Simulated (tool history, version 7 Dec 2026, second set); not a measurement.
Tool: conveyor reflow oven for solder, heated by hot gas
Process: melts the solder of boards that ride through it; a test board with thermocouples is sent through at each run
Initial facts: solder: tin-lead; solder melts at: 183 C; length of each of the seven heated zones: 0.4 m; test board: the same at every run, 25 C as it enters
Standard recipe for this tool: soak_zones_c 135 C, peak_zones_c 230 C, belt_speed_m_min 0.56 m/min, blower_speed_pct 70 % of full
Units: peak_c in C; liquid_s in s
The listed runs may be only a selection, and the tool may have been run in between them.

Run 1, hour 0: usual settings. Result: peak_c 214.4 C, liquid_s 60.4 s.
Run 2, hour 35.1: usual settings. Result: peak_c 213.6 C, liquid_s 59.5 s.
Run 3, hour 76.3: usual settings but belt_speed_m_min 0.654 m/min. Result: peak_c 207.2 C, liquid_s 45.3 s.
At hour 140.5: flux residue cleaned out of gas plates and filters.
Run 4, hour 154.6: usual settings. Result: peak_c 212.9 C, liquid_s 58.7 s.
Run 5, hour 218: usual settings. Result: peak_c 211.8 C, liquid_s 59.4 s.
Run 6, hour 281.8: usual settings. Result: peak_c 212 C, liquid_s 58.4 s.
Run 7, hour 342.7: usual settings. Result: peak_c 211.4 C, liquid_s 57.4 s.
Run 8, hour 388.4: usual settings but belt_speed_m_min 0.644 m/min. Result: peak_c 207.2 C, liquid_s 46.1 s.
At hour 410.9: flux residue cleaned out of gas plates and filters, once more.
Run 9, hour 458.1: usual settings but soak_zones_c 141 C, peak_zones_c 225 C, belt_speed_m_min 0.533 m/min, blower_speed_pct 61 % of full. Result: peak_c 209.9 C, liquid_s 63.2 s.
Run 10, hour 508.6: usual settings but soak_zones_c 141 C, peak_zones_c 225 C, belt_speed_m_min 0.533 m/min, blower_speed_pct 61 % of full. Result: peak_c 209.3 C, liquid_s 63.9 s.
Run 11, hour 563.4: usual settings but soak_zones_c 141 C, peak_zones_c 225 C, belt_speed_m_min 0.533 m/min, blower_speed_pct 61 % of full. Result: peak_c 208.8 C, liquid_s 62.3 s.
Run 12, hour 623.6: usual settings but soak_zones_c 141 C, peak_zones_c 225 C, belt_speed_m_min 0.533 m/min, blower_speed_pct 61 % of full. Result: peak_c 209.9 C, liquid_s 61.8 s.
Run 13, hour 664.7: usual settings but soak_zones_c 149 C, peak_zones_c 238 C, belt_speed_m_min 0.615 m/min, blower_speed_pct 74 % of full. Result: peak_c 220.6 C, liquid_s 65.7 s.
Run 14, hour 709.2: usual settings but soak_zones_c 149 C, peak_zones_c 238 C, belt_speed_m_min 0.615 m/min, blower_speed_pct 74 % of full. Result: peak_c 219.3 C, liquid_s 65.6 s.
Run 15, hour 748.7: usual settings but soak_zones_c 149 C, peak_zones_c 238 C, belt_speed_m_min 0.615 m/min, blower_speed_pct 74 % of full. Result: peak_c 219.9 C, liquid_s 66.4 s.

3 options for the next run, each taken on its own from the tool as it stands now. Forecast them:
Run A, hour 813.1: usual settings but soak_zones_c 149 C, peak_zones_c 222 C, belt_speed_m_min 0.615 m/min, blower_speed_pct 74 % of full. Result: peak_c ?, liquid_s ?.
Run B, hour 813.1: usual settings but soak_zones_c 149 C, peak_zones_c 238 C, belt_speed_m_min 0.492 m/min, blower_speed_pct 83 % of full. Result: peak_c ?, liquid_s ?.
Run C, hour 813.1: usual settings but belt_speed_m_min 0.634 m/min. Result: peak_c ?, liquid_s ?.

run  peak_c  liquid_s
  A   205.8      53.3
  B   225.3      88.5
  C   209.3        48
Without the tool's hidden state the same runs would have given:
run  peak_c  liquid_s
  A   209.3      56.1
  B   229.1      89.3
  C   212.8      50.7

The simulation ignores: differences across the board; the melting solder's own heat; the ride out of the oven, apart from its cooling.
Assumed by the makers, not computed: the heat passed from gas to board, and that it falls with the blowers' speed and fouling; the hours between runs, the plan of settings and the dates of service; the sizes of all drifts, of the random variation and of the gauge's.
